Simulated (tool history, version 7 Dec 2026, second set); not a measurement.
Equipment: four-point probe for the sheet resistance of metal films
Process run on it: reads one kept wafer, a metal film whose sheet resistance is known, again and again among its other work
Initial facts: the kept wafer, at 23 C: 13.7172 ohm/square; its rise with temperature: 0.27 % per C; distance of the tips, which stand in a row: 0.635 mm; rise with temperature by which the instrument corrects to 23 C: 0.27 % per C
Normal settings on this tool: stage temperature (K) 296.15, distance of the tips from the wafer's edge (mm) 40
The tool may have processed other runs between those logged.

run	day	stage temperature (K)	distance of the tips from the wafer's edge (mm)	sheet resistance as the instrument gives it (ohm/square)
1	0	296.15	40	13.606498
2	4.138	296.15	17	13.611679
3	8.396	296.15	17	13.600593
4	11.204	296.15	17	13.600325
5	14.038	296.15	17	13.603256
6	16.312	296.15	40	13.592772
7	19.583	296.15	40	13.589687
8	23.254	296.15	74	13.582609
9	27.275	296.15	40	13.585735
10	32.338	296.15	40	13.583154
11	35.592	296.15	40	13.580558
12	39.383	296.15	40	13.573871
13	44.492	308.15	40	13.578542
14	48.292	296.15	40	13.56842
15	50.608	296.15	40	13.570999
16	54.179	296.15	40	13.564132
17	56.471	296.15	3	13.879824
18	61.612	302.15	40	13.566107

Run 19 comes next. What will it give?
19	66.492	302.15	40	?

{"run 19": {"sheet resistance as the instrument gives it (ohm/square)": 13.559819}}
Take away the tool's hidden state, keep the run-to-run variation as it was, and the same run would have given sheet resistance as the instrument gives it (ohm/square) 13.720699.
